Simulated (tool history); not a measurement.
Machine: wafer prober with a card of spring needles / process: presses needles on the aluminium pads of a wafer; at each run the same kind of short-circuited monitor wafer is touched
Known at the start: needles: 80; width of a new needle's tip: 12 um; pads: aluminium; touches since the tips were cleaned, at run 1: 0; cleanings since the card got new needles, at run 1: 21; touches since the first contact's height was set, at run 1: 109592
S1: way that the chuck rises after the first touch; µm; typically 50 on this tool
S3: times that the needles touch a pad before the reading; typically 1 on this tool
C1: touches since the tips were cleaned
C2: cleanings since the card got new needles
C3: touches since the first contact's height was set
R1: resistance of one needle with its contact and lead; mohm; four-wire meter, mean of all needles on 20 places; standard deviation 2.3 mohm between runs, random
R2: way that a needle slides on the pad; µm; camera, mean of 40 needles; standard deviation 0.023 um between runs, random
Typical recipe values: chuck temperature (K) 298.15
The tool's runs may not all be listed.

{"run": 1, "day": 0.0, "S1": 50, "chuck temperature (K)": 298.15, "S3": 1, "C1": 0, "C2": 21, "C3": 109592, "R1": 258, "R2": 6.37}
{"run": 2, "day": 0.371, "S1": 50, "chuck temperature (K)": 298.15, "S3": 1, "C1": 2055, "C2": 21, "C3": 111647, "R1": 314, "R2": 6.36}
{"day": 0.833, "done": "tips cleaned on abrasive film"}
{"run": 3, "day": 0.871, "S1": 50, "chuck temperature (K)": 298.15, "S3": 1, "C1": 202, "C2": 22, "C3": 114395, "R1": 268, "R2": 6.37}
{"run": 4, "day": 1.438, "S1": 50, "chuck temperature (K)": 298.15, "S3": 1, "C1": 3360, "C2": 22, "C3": 117553, "R1": 337, "R2": 6.29}
{"day": 1.667, "done": "tips cleaned on abrasive film"}
{"run": 5, "day": 1.962, "S1": 50, "chuck temperature (K)": 298.15, "S3": 1, "C1": 1635, "C2": 23, "C3": 120433, "R1": 311, "R2": 6.35}
{"run": 6, "day": 2.229, "S1": 50, "chuck temperature (K)": 298.15, "S3": 1, "C1": 3114, "C2": 23, "C3": 121912, "R1": 332, "R2": 6.33}
{"day": 2.496, "done": "tips cleaned on abrasive film"}
{"run": 7, "day": 2.738, "S1": 50, "chuck temperature (K)": 298.15, "S3": 1, "C1": 1336, "C2": 24, "C3": 124708, "R1": 305, "R2": 6.38}
{"run": 8, "day": 3.092, "S1": 52, "chuck temperature (K)": 298.15, "S3": 1, "C1": 3302, "C2": 24, "C3": 126674, "R1": 335, "R2": 6.64}
{"day": 3.238, "done": "height of the first contact set anew"}
{"day": 3.358, "done": "tips cleaned on abrasive film"}
{"run": 9, "day": 3.433, "S1": 50, "chuck temperature (K)": 298.15, "S3": 1, "C1": 429, "C2": 25, "C3": 1065, "R1": 276, "R2": 6.7}
{"run": 10, "day": 3.933, "S1": 50, "chuck temperature (K)": 298.15, "S3": 1, "C1": 3202, "C2": 25, "C3": 3838, "R1": 327, "R2": 6.68}
{"day": 4.225, "done": "tips cleaned on abrasive film"}
{"run": 11, "day": 4.3, "S1": 50, "chuck temperature (K)": 298.15, "S3": 1, "C1": 436, "C2": 26, "C3": 5856, "R1": 278, "R2": 6.67}
{"run": 12, "day": 4.717, "S1": 50, "chuck temperature (K)": 298.15, "S3": 1, "C1": 2728, "C2": 26, "C3": 8148, "R1": 327, "R2": 6.65}
{"day": 5.062, "done": "tips cleaned on abrasive film"}
{"run": 13, "day": 5.183, "S1": 50, "chuck temperature (K)": 298.15, "S3": 1, "C1": 674, "C2": 27, "C3": 10726, "R1": 283, "R2": 6.62}
{"run": 14, "day": 5.425, "S1": 50, "chuck temperature (K)": 298.15, "S3": 1, "C1": 2024, "C2": 27, "C3": 12076, "R1": 318, "R2": 6.62}
{"run": 15, "day": 5.667, "S1": 50, "chuck temperature (K)": 298.15, "S3": 1, "C1": 3361, "C2": 27, "C3": 13413, "R1": 336, "R2": 6.63}
{"day": 5.892, "done": "tips cleaned on abrasive film"}
{"run": 16, "day": 6.083, "S1": 50, "chuck temperature (K)": 298.15, "S3": 1, "C1": 1047, "C2": 28, "C3": 15687, "R1": 298, "R2": 6.61}
{"run": 17, "day": 6.438, "S1": 50, "chuck temperature (K)": 298.15, "S3": 1, "C1": 3014, "C2": 28, "C3": 17654, "R1": 334, "R2": 6.59}
{"run": 18, "day": 6.675, "S1": 50, "chuck temperature (K)": 298.15, "S3": 1, "C1": 4349, "C2": 28, "C3": 18989, "R1": 347, "R2": 6.6}
{"day": 6.746, "done": "tips cleaned on abrasive film"}
{"run": 19, "day": 7.238, "S1": 50, "chuck temperature (K)": 298.15, "S3": 1, "C1": 2741, "C2": 29, "C3": 22082, "R1": 328, "R2": 6.58}
{"run": 20, "day": 7.517, "S1": 52, "chuck temperature (K)": 319.15, "S3": 2, "C1": 4278, "C2": 29, "C3": 23619, "R1": 310, "R2": 6.87}
{"day": 7.588, "done": "tips cleaned on abrasive film"}
{"run": 21, "day": 8.008, "S1": 52, "chuck temperature (K)": 319.15, "S3": 2, "C1": 2348, "C2": 30, "C3": 26339, "R1": 296, "R2": 6.88}
{"day": 8.438, "done": "tips cleaned on abrasive film"}
{"run": 22, "day": 8.458, "S1": 52, "chuck temperature (K)": 319.15, "S3": 2, "C1": 105, "C2": 31, "C3": 28800, "R1": 267, "R2": 6.86}
{"run": 23, "day": 8.912, "S1": 62, "chuck temperature (K)": 319.15, "S3": 3, "C1": 2640, "C2": 31, "C3": 31335, "R1": 278, "R2": 8.17}
{"day": 9.271, "done": "tips cleaned on abrasive film"}
{"run": 24, "day": 9.271, "S1": 62, "chuck temperature (K)": 319.15, "S3": 3, "C1": 0, "C2": 32, "C3": 33299, "R1": 260, "R2": 8.19}
{"run": 25, "day": 9.817, "S1": 62, "chuck temperature (K)": 319.15, "S3": 3, "C1": 3033, "C2": 32, "C3": 36332, "R1": 278, "R2": 8.13}
{"day": 10.104, "done": "tips cleaned on abrasive film"}
{"run": 26, "day": 10.362, "S1": 50, "chuck temperature (K)": 375.15, "S3": 2, "C1": 1430, "C2": 33, "C3": 39327, "R1": 305, "R2": 6.58}
{"run": 27, "day": 10.888, "S1": 58, "chuck temperature (K)": 299.15, "S3": 1, "C1": 4346, "C2": 33, "C3": 42243, "R1": 330, "R2": 7.61}
{"day": 10.942, "done": "tips cleaned on abrasive film"}
{"run": 28, "day": 11.242, "S1": 54, "chuck temperature (K)": 306.15, "S3": 2, "C1": 1675, "C2": 34, "C3": 44196, "R1": 285, "R2": 7.11}
{"run": 29, "day": 11.504, "S1": 54, "chuck temperature (K)": 306.15, "S3": 2, "C1": 3134, "C2": 34, "C3": 45655, "R1": 296, "R2": 7.06}
{"day": 11.779, "done": "tips cleaned on abrasive film"}
{"run": 30, "day": 11.779, "S1": 50, "chuck temperature (K)": 390.15, "S3": 2, "C1": 0, "C2": 35, "C3": 47154, "R1": 286, "R2": 6.53}
{"run": 31, "day": 12.025, "S1": 50, "chuck temperature (K)": 390.15, "S3": 2, "C1": 1347, "C2": 35, "C3": 48501, "R1": 306, "R2": 6.56}
{"run": 32, "day": 12.321, "S1": 50, "chuck temperature (K)": 390.15, "S3": 2, "C1": 3000, "C2": 35, "C3": 50154, "R1": 327, "R2": 6.56}
{"day": 12.608, "done": "tips cleaned on abrasive film"}
{"run": 33, "day": 12.712, "S1": 50, "chuck temperature (K)": 390.15, "S3": 2, "C1": 576, "C2": 36, "C3": 52312, "R1": 294, "R2": 6.53}
{"run": 34, "day": 13.238, "S1": 50, "chuck temperature (K)": 390.15, "S3": 2, "C1": 3486, "C2": 36, "C3": 55222, "R1": 332, "R2": 6.53}

Table of differences, measured result less the result of that run with no hidden state. Run-to-run variation is the same in both. Gauge scatter possibly is not:
Hidden state present: debris on the tips, nm; way that the needles fall short of the set height, um; tips' diameter, um; drift of the gauge itself on contact_mohm, %; drift of the gauge itself on scrub_um, %.
run=1 R1=+7 R2=-0.30
run=2 R1=+63 R2=-0.31
run=3 R1=+15 R2=-0.32
run=4 R1=+85 R2=-0.32
run=5 R1=+54 R2=-0.34
run=6 R1=+81 R2=-0.33
run=7 R1=+54 R2=-0.34
run=8 R1=+84 R2=-0.34
run=9 R1=+20 R2=-0.01
run=10 R1=+77 R2=-0.01
run=11 R1=+23 R2=-0.03
run=12 R1=+75 R2=-0.02
run=13 R1=+32 R2=-0.05
run=14 R1=+63 R2=-0.04
run=15 R1=+81 R2=-0.04
run=16 R1=+44 R2=-0.06
run=17 R1=+80 R2=-0.06
run=18 R1=+95 R2=-0.06
run=19 R1=+74 R2=-0.07
run=20 R1=+51 R2=-0.07
run=21 R1=+39 R2=-0.08
run=22 R1=+7 R2=-0.10
run=23 R1=+19 R2=-0.10
run=24 R1=+3 R2=-0.11
run=25 R1=+20 R2=-0.11
run=26 R1=+27 R2=-0.13
run=27 R1=+76 R2=-0.12
run=28 R1=+31 R2=-0.13
run=29 R1=+43 R2=-0.14
run=30 R1=+8 R2=-0.15
run=31 R1=+27 R2=-0.14
run=32 R1=+45 R2=-0.14
run=33 R1=+18 R2=-0.16
run=34 R1=+49 R2=-0.16

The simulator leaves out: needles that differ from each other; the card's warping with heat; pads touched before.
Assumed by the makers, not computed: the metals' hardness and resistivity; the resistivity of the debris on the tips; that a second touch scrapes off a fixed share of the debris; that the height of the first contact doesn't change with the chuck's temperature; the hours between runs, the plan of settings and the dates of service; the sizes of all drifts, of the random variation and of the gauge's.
